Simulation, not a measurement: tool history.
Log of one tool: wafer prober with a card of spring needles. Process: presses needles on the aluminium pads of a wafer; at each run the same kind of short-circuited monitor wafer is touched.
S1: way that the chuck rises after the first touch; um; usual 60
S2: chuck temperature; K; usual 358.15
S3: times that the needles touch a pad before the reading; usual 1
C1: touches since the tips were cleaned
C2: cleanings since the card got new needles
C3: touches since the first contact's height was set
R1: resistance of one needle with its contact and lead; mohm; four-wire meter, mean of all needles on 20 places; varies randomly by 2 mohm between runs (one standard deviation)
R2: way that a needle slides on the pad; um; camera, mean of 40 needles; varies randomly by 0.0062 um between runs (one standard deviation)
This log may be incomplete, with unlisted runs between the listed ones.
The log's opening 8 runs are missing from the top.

At hour 129.3: tips cleaned on abrasive film.
Run 9, hour 139.3: usual settings but S1 67 um; C1 4911; C2 33; C3 77769. Result: R1 215 mohm, R2 9.856 um.
At hour 142.3: tips cleaned on abrasive film.
At hour 150.8: height of the first contact set anew.
Run 10, hour 153.8: usual settings but S1 67 um; C1 5524; C2 34; C3 1514. Result: R1 212 mohm, R2 9.868 um.
At hour 155.4: tips cleaned on abrasive film.
At hour 168.7: tips cleaned on abrasive film.
Run 11, hour 177.2: usual settings but S1 67 um; C1 4160; C2 36; C3 12875. Result: R1 214 mohm, R2 9.885 um.
At hour 182.6: tips cleaned on abrasive film.
Run 12, hour 194.8: usual settings; C1 5981; C2 37; C3 21455. Result: R1 216 mohm, R2 8.848 um.
At hour 196.7: tips cleaned on abrasive film.
Run 13, hour 207.5: usual settings; C1 5320; C2 38; C3 27635. Result: R1 219 mohm, R2 8.864 um.
At hour 209.6: tips cleaned on abrasive film.
Run 14, hour 217.6: usual settings; C1 3942; C2 39; C3 32537. Result: R1 212 mohm, R2 8.855 um.
At hour 222.5: tips cleaned on abrasive film.
At hour 236.4: tips cleaned on abrasive film.
Run 15, hour 241: usual settings but S1 68 um; C1 2264; C2 41; C3 43901. Result: R1 213 mohm, R2 10.04 um.
At hour 249.5: tips cleaned on abrasive film.
Run 16, hour 257: usual settings but S1 68 um, S3 2; C1 3659; C2 42; C3 51698. Result: R1 211 mohm, R2 10.042 um.
At hour 262.9: tips cleaned on abrasive film.
Run 17, hour 267.2: usual settings but S1 68 um, S3 2; C1 2110; C2 43; C3 56665. Result: R1 214 mohm, R2 10.056 um.
At hour 277.1: tips cleaned on abrasive film.
Run 18, hour 286.7: usual settings but S1 68 um, S3 2; C1 4673; C2 44; C3 66154. Result: R1 212 mohm, R2 10.065 um.
At hour 290.1: tips cleaned on abrasive film.
At hour 303.4: tips cleaned on abrasive film.
Run 19, hour 305.2: usual settings but S1 68 um, S3 2; C1 902; C2 46; C3 75157. Result: R1 212 mohm, R2 10.071 um.
At hour 316.4: tips cleaned on abrasive film.
Run 20, hour 318.9: usual settings but S1 43 um, S2 318.15 K, S3 2; C1 1255; C2 47; C3 81838. Result: R1 209 mohm, R2 6.374 um.
At hour 321.1: height of the first contact set anew.
At hour 330.1: tips cleaned on abrasive film.
Run 21, hour 335.8: usual settings but S1 46 um, S2 336.15 K; C1 2760; C2 48; C3 7166. Result: R1 215 mohm, R2 6.826 um.
At hour 343: tips cleaned on abrasive film.
At hour 356.4: tips cleaned on abrasive film.
Run 22, hour 356.5: usual settings but S2 363.15 K; C1 52; C2 50; C3 17240. Result: R1 214 mohm, R2 8.911 um.
At hour 369.9: tips cleaned on abrasive film.
Run 23, hour 377.3: usual settings but S2 363.15 K; C1 3630; C2 51; C3 27374. Result: R1 214 mohm, R2 8.921 um.
At hour 383.4: tips cleaned on abrasive film.
At hour 397.5: tips cleaned on abrasive film.
Run 24, hour 398.5: usual settings but S2 363.15 K; C1 492; C2 53; C3 37706. Result: R1 210 mohm, R2 8.919 um.
At hour 410.7: tips cleaned on abrasive film.
Run 25, hour 419.7: usual settings but S1 62 um, S2 304.15 K, S3 3; C1 4425; C2 54; C3 48018. Result: R1 203 mohm, R2 9.216 um.
At hour 423.5: tips cleaned on abrasive film.
At hour 437.4: tips cleaned on abrasive film.
Run 26, hour 438.7: usual settings but S1 65 um, S2 332.15 K, S3 3; C1 657; C2 56; C3 57267. Result: R1 207 mohm, R2 9.681 um.
At hour 450.5: tips cleaned on abrasive film.
Run 27, hour 457.6: usual settings but S1 65 um, S2 332.15 K, S3 3; C1 3458; C2 57; C3 66462. Result: R1 205 mohm, R2 9.691 um.
At hour 464.8: tips cleaned on abrasive film.
Run 28, hour 468.9: usual settings but S1 65 um, S2 332.15 K, S3 3; C1 1997; C2 58; C3 71952. Result: R1 208 mohm, R2 9.687 um.
At hour 477.7: tips cleaned on abrasive film.
Run 29, hour 490.2: usual settings but S1 74 um, S2 332.15 K, S3 3; C1 6111; C2 59; C3 82346. Result: R1 205 mohm, R2 11.049 um.
At hour 492: tips cleaned on abrasive film.
At hour 492.3: height of the first contact set anew.
Run 30, hour 503.3: usual settings but S1 74 um, S2 332.15 K, S3 3; C1 5390; C2 60; C3 5390. Result: R1 204 mohm, R2 11.045 um.
At hour 505.1: tips cleaned on abrasive film.
At hour 518.8: tips cleaned on abrasive film.
Run 31, hour 518.8: usual settings but S1 74 um, S2 332.15 K, S3 3; C1 0; C2 62; C3 12897. Result: R1 208 mohm, R2 11.055 um.

Each row is a separate what-if for the run after 31, all from the same tool condition, not one after another. Results?
At hour 532.9: tips cleaned on abrasive film.
Run A, hour 534.3: usual settings but S2 326.15 K; C1 689; C2 63; C3 20464. Result: R1 ?, R2 ?.
At hour 532.9: tips cleaned on abrasive film.
Run B, hour 534.3: usual settings but S1 74 um, S2 332.15 K, S3 2; C1 689; C2 63; C3 20464. Result: R1 ?, R2 ?.
At hour 532.9: tips cleaned on abrasive film.
Run C, hour 534.3: usual settings but S2 332.15 K, S3 2; C1 689; C2 63; C3 20464. Result: R1 ?, R2 ?.
At hour 532.9: tips cleaned on abrasive film.
Run D, hour 534.3: usual settings but S1 42 um, S2 332.15 K, S3 3; C1 689; C2 63; C3 20464. Result: R1 ?, R2 ?.

run   R1      R2
  A  207   8.972
  B  204  11.054
  C  207   8.964
  D  213    6.27
Without the tool's hidden state the same runs would have given:
run   R1      R2
  A  207   8.784
  B  204  10.822
  C  207   8.776
  D  212   6.138

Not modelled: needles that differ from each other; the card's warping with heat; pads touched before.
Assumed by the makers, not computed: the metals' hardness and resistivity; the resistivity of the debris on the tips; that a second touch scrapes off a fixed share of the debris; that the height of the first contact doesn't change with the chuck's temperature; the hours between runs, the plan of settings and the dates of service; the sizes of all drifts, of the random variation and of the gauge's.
